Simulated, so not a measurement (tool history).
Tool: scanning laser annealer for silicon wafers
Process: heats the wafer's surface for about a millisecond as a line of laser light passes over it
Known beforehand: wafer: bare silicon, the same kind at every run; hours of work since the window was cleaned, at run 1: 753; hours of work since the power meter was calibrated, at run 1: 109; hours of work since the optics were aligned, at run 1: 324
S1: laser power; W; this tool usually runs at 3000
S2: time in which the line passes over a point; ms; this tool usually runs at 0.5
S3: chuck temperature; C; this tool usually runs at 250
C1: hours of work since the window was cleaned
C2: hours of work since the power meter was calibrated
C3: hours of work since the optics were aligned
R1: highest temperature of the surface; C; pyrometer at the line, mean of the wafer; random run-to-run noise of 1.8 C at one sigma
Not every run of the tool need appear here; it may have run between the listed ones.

Run 1, hour 0: usual settings; C1 753; C2 109; C3 324. Result: R1 1026 C.
Run 2, hour 24.5: usual settings; C1 770; C2 125; C3 340. Result: R1 1026 C.
Run 3, hour 62.2: usual settings; C1 795; C2 150; C3 365. Result: R1 1025 C.
Run 4, hour 86.2: usual settings; C1 811; C2 166; C3 381. Result: R1 1024 C.
Run 5, hour 121.3: usual settings; C1 834; C2 190; C3 405. Result: R1 1026 C.
At hour 141.7: window over the wafer cleaned.
Run 6, hour 144.1: usual settings; C1 2; C2 204; C3 419. Result: R1 1027 C.
Run 7, hour 180.3: usual settings; C1 26; C2 228; C3 443. Result: R1 1025 C.
Run 8, hour 217.3: usual settings; C1 51; C2 253; C3 467. Result: R1 1026 C.
Run 9, hour 247.6: usual settings; C1 71; C2 273; C3 488. Result: R1 1024 C.
Run 10, hour 280.2: usual settings but S3 216 C; C1 93; C2 295; C3 510. Result: R1 994 C.
Run 11, hour 297.5: usual settings but S3 232 C; C1 104; C2 306; C3 521. Result: R1 1008 C.
Run 12, hour 332.9: usual settings but S2 0.608 ms, S3 232 C; C1 128; C2 330; C3 545. Result: R1 1087 C.
Run 13, hour 354.8: usual settings but S2 0.608 ms, S3 232 C; C1 142; C2 345; C3 559. Result: R1 1086 C.
Run 14, hour 386: usual settings but S2 0.608 ms, S3 232 C; C1 163; C2 365; C3 580. Result: R1 1088 C.
Run 15, hour 408.3: usual settings but S2 0.608 ms, S3 232 C; C1 178; C2 380; C3 595. Result: R1 1089 C.
Run 16, hour 439.4: usual settings but S2 0.608 ms, S3 232 C; C1 199; C2 401; C3 616. Result: R1 1085 C.
Run 17, hour 458.1: usual settings; C1 211; C2 414; C3 628. Result: R1 1025 C.
Run 18, hour 496: usual settings but S1 2900 W; C1 237; C2 439; C3 654. Result: R1 996 C.
Run 19, hour 513: usual settings but S1 2900 W; C1 248; C2 450; C3 665. Result: R1 994 C.
Run 20, hour 550.5: usual settings; C1 273; C2 475; C3 690. Result: R1 1026 C.
Run 21, hour 589: usual settings but S1 2669 W, S3 226 C; C1 299; C2 501; C3 716. Result: R1 899 C.
Run 22, hour 623.2: usual settings but S1 3187 W; C1 322; C2 524; C3 739. Result: R1 1087 C.
Run 23, hour 651.5: usual settings but S1 3187 W, S2 0.439 ms, S3 261 C; C1 341; C2 543; C3 758. Result: R1 1046 C.
Run 24, hour 678.1: usual settings but S1 3063 W, S2 0.619 ms, S3 245 C; C1 358; C2 561; C3 775. Result: R1 1127 C.
Run 25, hour 710.2: usual settings but S1 2714 W, S2 0.562 ms, S3 213 C; C1 380; C2 582; C3 797. Result: R1 939 C.
Run 26, hour 738.5: usual settings but S1 2733 W; C1 399; C2 601; C3 816. Result: R1 945 C.
Run 27, hour 769.6: usual settings but S1 3137 W, S2 0.555 ms, S3 278 C; C1 420; C2 622; C3 837. Result: R1 1139 C.
Run 28, hour 804.6: usual settings but S2 0.364 ms, S3 212 C; C1 443; C2 645; C3 860. Result: R1 877 C.
Run 29, hour 826.4: usual settings but S2 0.364 ms, S3 212 C; C1 458; C2 660; C3 874. Result: R1 877 C.
Run 30, hour 857: usual settings but S2 0.364 ms, S3 212 C; C1 478; C2 680; C3 895. Result: R1 876 C.
Run 31, hour 876.9: usual settings but S2 0.364 ms, S3 212 C; C1 491; C2 693; C3 908. Result: R1 877 C.
Run 32, hour 914.3: usual settings but S1 3081 W, S2 0.404 ms, S3 233 C; C1 516; C2 718; C3 933. Result: R1 954 C.
Run 33, hour 943.5: usual settings but S1 3243 W, S2 0.354 ms; C1 536; C2 738; C3 953. Result: R1 971 C.
Run 34, hour 978.6: usual settings but S1 3243 W, S2 0.354 ms; C1 559; C2 761; C3 976. Result: R1 974 C.
Run 35, hour 1014.6: usual settings but S2 0.577 ms; C1 583; C2 785; C3 1000. Result: R1 1082 C.
At hour 1025: optics aligned, line set to its width.
Run 36, hour 1047.6: usual settings but S1 3167 W, S2 0.504 ms, S3 232 C; C1 602; C2 804; C3 15. Result: R1 1066 C.
Run 37, hour 1067.7: usual settings but S1 2875 W, S2 0.504 ms, S3 269 C; C1 615; C2 818; C3 29. Result: R1 1010 C.
Run 38, hour 1095.6: usual settings but S3 282 C; C1 634; C2 836; C3 47. Result: R1 1059 C.
Run 39, hour 1135.5: usual settings but S1 2844 W, S2 0.448 ms, S3 246 C; C1 661; C2 863; C3 74. Result: R1 935 C.
Run 40, hour 1175.6: usual settings but S1 2844 W, S2 0.448 ms, S3 246 C; C1 688; C2 890; C3 101. Result: R1 937 C.

Hidden condition of the tool, last listed run before each entry between runs versus first listed run after:
From run 5 to run 6: window over the wafer cleaned (hour 141.7)
  light that passes the window, % of a clean one's: 99.9 -> 99.98
From run 35 to run 36: optics aligned, line set to its width (hour 1025)
  width of the line over the set one, %: 0.12 -> 0
